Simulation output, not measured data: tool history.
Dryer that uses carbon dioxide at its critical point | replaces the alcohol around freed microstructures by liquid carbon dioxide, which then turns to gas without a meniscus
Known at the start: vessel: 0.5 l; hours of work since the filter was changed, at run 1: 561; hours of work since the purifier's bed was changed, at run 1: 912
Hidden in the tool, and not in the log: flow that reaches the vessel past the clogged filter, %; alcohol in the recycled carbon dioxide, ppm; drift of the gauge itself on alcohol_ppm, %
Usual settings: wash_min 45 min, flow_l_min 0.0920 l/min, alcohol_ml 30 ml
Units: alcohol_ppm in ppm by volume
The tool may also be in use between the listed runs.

run	hour	wash_min	flow_l_min	alcohol_ml	hours of work since the filter was changed	hours of work since the purifier's bed was changed	alcohol_ppm
1	0.0	45	0.0920	30	561	912	237
2	56.9	45	0.0920	30	584	935	241
# hour 82.0: inlet filter changed
3	105.0	45	0.0920	30	10	955	137
4	149.5	45	0.0920	30	28	973	136
5	207.8	45	0.0920	30	52	997	147
6	235.6	45	0.0920	49	63	1009	202
7	269.8	50	0.0920	30	78	1023	86
8	311.4	50	0.0920	30	95	1040	100
9	341.6	50	0.0920	30	107	1052	97
10	388.5	32	0.0920	30	127	1072	708
11	431.5	69	0.0920	30	144	1090	59
12	478.8	69	0.0920	30	164	1109	53
13	538.0	69	0.0920	30	188	1134	52
14	595.8	69	0.0920	30	212	1157	63
15	622.6	45	0.0920	30	223	1169	183
16	661.4	45	0.0920	25	239	1185	153
17	716.5	45	0.0920	25	262	1207	159
18	741.3	45	0.0920	83	272	1218	418
19	768.7	45	0.0920	83	284	1229	429
20	797.5	45	0.0920	89	296	1241	470
21	852.5	45	0.0920	89	318	1263	471
22	892.8	45	0.0920	30	335	1280	202
23	928.6	45	0.0920	30	350	1295	209
24	964.1	45	0.1482	30	365	1310	66
25	999.0	45	0.1482	30	379	1324	75

The next listed run, before its measurement:
26	1048.1	52	0.1482	35	399	1344	?

Run 26 gave alcohol_ppm 62 ppm by volume.
Without the tool's hidden state the same run would have given alcohol_ppm 5 ppm by volume.
